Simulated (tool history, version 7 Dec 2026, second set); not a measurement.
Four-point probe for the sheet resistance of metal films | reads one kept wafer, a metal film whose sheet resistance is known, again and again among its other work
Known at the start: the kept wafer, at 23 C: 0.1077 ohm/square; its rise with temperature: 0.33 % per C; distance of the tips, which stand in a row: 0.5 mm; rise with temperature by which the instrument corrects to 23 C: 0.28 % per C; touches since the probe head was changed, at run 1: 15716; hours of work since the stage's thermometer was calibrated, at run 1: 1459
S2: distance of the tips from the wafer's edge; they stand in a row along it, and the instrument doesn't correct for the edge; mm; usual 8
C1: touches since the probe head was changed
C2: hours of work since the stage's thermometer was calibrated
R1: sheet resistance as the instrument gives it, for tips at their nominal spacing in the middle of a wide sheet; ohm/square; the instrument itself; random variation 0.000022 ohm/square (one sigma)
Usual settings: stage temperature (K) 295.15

run 1 hour=0 | stage_temperature_(K)=295.15 S2=8 | C1=15716 C2=1459 | R1=0.10806
run 2 hour=13.6 | stage_temperature_(K)=293.15 S2=8 | C1=16022 C2=1469 | R1=0.10801
run 3 hour=34.4 | stage_temperature_(K)=293.15 S2=8 | C1=16489 C2=1484 | R1=0.107952
run 4 hour=57.5 | stage_temperature_(K)=295.15 S2=8 | C1=17008 C2=1501 | R1=0.10807
run 5 hour=79.7 | stage_temperature_(K)=295.15 S2=8 | C1=17507 C2=1517 | R1=0.108056
-- hour=87 stage's thermometer calibrated
run 6 hour=105.3 | stage_temperature_(K)=295.15 S2=8 | C1=18072 C2=13 | R1=0.107966
run 7 hour=115.5 | stage_temperature_(K)=295.15 S2=35 | C1=18302 C2=21 | R1=0.10774
run 8 hour=126.8 | stage_temperature_(K)=295.15 S2=35 | C1=18557 C2=29 | R1=0.107734
run 9 hour=148.4 | stage_temperature_(K)=295.15 S2=35 | C1=19041 C2=45 | R1=0.107714
run 10 hour=158.8 | stage_temperature_(K)=295.15 S2=14 | C1=19276 C2=53 | R1=0.107775
run 11 hour=175.8 | stage_temperature_(K)=305.15 S2=14 | C1=19657 C2=65 | R1=0.108309
run 12 hour=191.7 | stage_temperature_(K)=305.15 S2=14 | C1=20016 C2=77 | R1=0.108291
run 13 hour=211.9 | stage_temperature_(K)=305.15 S2=14 | C1=20469 C2=91 | R1=0.108244
run 14 hour=223.9 | stage_temperature_(K)=305.15 S2=14 | C1=20738 C2=100 | R1=0.108313
run 15 hour=246.2 | stage_temperature_(K)=305.15 S2=14 | C1=21240 C2=116 | R1=0.108293
run 16 hour=262 | stage_temperature_(K)=301.15 S2=37 | C1=21595 C2=128 | R1=0.108011
run 17 hour=280.7 | stage_temperature_(K)=304.15 S2=11 | C1=22015 C2=142 | R1=0.108266
run 18 hour=291.7 | stage_temperature_(K)=297.15 S2=71 | C1=22263 C2=150 | R1=0.107784
run 19 hour=305.1 | stage_temperature_(K)=306.15 S2=71 | C1=22564 C2=159 | R1=0.108242
run 20 hour=329.2 | stage_temperature_(K)=293.15 S2=36 | C1=23107 C2=177 | R1=0.107562
run 21 hour=341.9 | stage_temperature_(K)=294.15 S2=39 | C1=23392 C2=186 | R1=0.107638
run 22 hour=352.6 | stage_temperature_(K)=294.15 S2=39 | C1=23634 C2=194 | R1=0.107623
run 23 hour=363.4 | stage_temperature_(K)=303.15 S2=5 | C1=23876 C2=202 | R1=0.108634

How the hidden state differs across the entries between the runs, from the last listed run before each to the first after it:
Between runs 5 and 6: stage's thermometer calibrated (hour 87)
  inner tips' distance over the nominal, %: 0.077 -> 0.072; wafer's true temperature over the reading, C: 0.22 -> -0.03
  measured less the result without the state, R1: +0.000169 -> +0.000073 ohm/square

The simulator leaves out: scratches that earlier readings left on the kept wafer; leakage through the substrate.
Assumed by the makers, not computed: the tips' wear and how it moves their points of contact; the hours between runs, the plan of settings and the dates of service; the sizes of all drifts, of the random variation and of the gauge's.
